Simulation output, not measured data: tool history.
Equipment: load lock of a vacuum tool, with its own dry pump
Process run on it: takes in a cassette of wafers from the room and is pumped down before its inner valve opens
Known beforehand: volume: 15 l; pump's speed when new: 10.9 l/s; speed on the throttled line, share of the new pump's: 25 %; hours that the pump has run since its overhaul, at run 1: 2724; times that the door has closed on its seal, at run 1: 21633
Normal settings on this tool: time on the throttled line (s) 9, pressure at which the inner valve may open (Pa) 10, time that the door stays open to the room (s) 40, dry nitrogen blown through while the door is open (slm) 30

run	hour	time on the throttled line (s)	pressure at which the inner valve may open (Pa)	time that the door stays open to the room (s)	dry nitrogen blown through while the door is open (slm)	hours that the pump has run since its overhaul	times that the door has closed on its seal	incoming humidity of the room's air, %	time from the closed door until the inner valve may open (s)	rise of the pressure with all valves shut (Pa/min)
1	0.0	9	10	40	30	2724	21633	48.1	20.4	0.076
2	217.2	9	10	40	10	2942	22335	49.9	19.9	0.084
3	314.9	9	10	142	30	3039	22650	44.5	19.5	0.102
4	419.2	9	10	200	30	3143	22987	45.4	19.7	0.117
5	528.1	9	10	200	30	3252	23339	43.0	19.9	0.112
6	703.4	9	10	200	30	3428	23905	43.1	19.9	0.121
7	825.7	9	10	200	30	3550	24300	45.3	19.8	0.122
8	1027.2	9	10	200	30	3751	24951	44.5	19.7	0.124
9	1239.1	9	10	200	30	3963	25636	46.5	20.1	0.125
10	1350.5	6	10	40	30	4075	25996	43.7	17.8	0.084
11	1496.1	9	19	40	30	4220	26466	46.3	19.1	0.077
12	1662.6	9	19	40	30	4387	27004	45.2	19.0	0.088
13	1896.7	9	10	40	30	4621	27761	46.8	20.0	0.088
14	2086.9	9	10	40	30	4811	28375	44.2	20.3	0.091
15	2185.9	9	10	40	30	4910	28695	44.0	20.0	0.088
16	2381.9	9	10	40	30	5106	29328	46.4	20.1	0.085
17	2481.4	9	10	40	30	5206	29650	46.1	20.3	0.092
18	2610.3	9	10	40	30	5335	30066	46.9	20.2	0.093
19	2817.7	9	18	40	30	5542	30736	46.9	19.4	0.092
20	3001.1	9	10	40	30	5725	31328	46.5	20.2	0.102
21	3164.3	9	10	40	30	5889	31856	46.6	20.4	0.098
22	3305.1	9	13	40	30	6029	32311	45.2	19.8	0.099
23	3455.0	12	9	160	15	6179	32795	47.3	22.5	0.159
24	3589.1	9	16	40	29	6313	33228	42.7	19.6	0.107
25	3722.9	9	16	26	30	6447	33660	45.0	19.4	0.104
26	3870.6	9	16	26	6	6595	34137	50.0	19.8	0.115
27	4103.6	14	16	26	7	6828	34890	45.9	23.1	0.115
28	4207.1	15	11	45	10	6931	35224	43.4	24.5	0.117
29	4319.3	16	11	45	33	7044	35587	44.6	25.2	0.115
30	4531.1	5	17	39	16	7255	36271	46.5	16.7	0.122
31	4678.4	5	18	60	31	7403	36747	43.0	16.9	0.116
32	4822.2	5	18	60	31	7546	37211	45.6	16.9	0.124
33	4936.2	4	18	27	31	7660	37580	50.7	15.9	0.122
34	5160.2	4	18	27	31	7884	38304	44.9	16.1	0.115
35	5376.8	16	10	179	42	8101	39003	45.5	25.6	0.154
36	5602.9	13	10	54	42	8327	39734	46.5	23.3	0.130
37	5786.1	13	10	54	42	8510	40326	42.6	23.3	0.127

Below, each run's measurement less what the same run would have read without the hidden state. Both values contain the same run-to-run variation, but the gauge's scatter may not be the same in both:
What the log doesn't record here: pump's speed, % of a new pump's; leak at the door's seal, Pa l/s; drift of the gauge itself on ready_s, %; drift of the gauge itself on rise_pa_min, %.
run	time from the closed door until the inner valve may open (s)	rise of the pressure with all valves shut (Pa/min)
1	+0.4	+0.042
2	+0.4	+0.044
3	+0.5	+0.044
4	+0.4	+0.045
5	+0.5	+0.046
6	+0.5	+0.047
7	+0.5	+0.049
8	+0.6	+0.051
9	+0.6	+0.053
10	+0.6	+0.053
11	+0.5	+0.055
12	+0.5	+0.056
13	+0.7	+0.058
14	+0.7	+0.060
15	+0.7	+0.060
16	+0.8	+0.062
17	+0.7	+0.063
18	+0.7	+0.063
19	+0.7	+0.066
20	+0.8	+0.068
21	+0.8	+0.070
22	+0.8	+0.071
23	+0.8	+0.074
24	+0.8	+0.075
25	+0.8	+0.077
26	+0.8	+0.079
27	+0.7	+0.080
28	+0.8	+0.081
29	+0.8	+0.084
30	+1.0	+0.084
31	+1.0	+0.086
32	+1.1	+0.088
33	+1.0	+0.091
34	+1.1	+0.092
35	+0.9	+0.096
36	+1.0	+0.099
37	+1.0	+0.101

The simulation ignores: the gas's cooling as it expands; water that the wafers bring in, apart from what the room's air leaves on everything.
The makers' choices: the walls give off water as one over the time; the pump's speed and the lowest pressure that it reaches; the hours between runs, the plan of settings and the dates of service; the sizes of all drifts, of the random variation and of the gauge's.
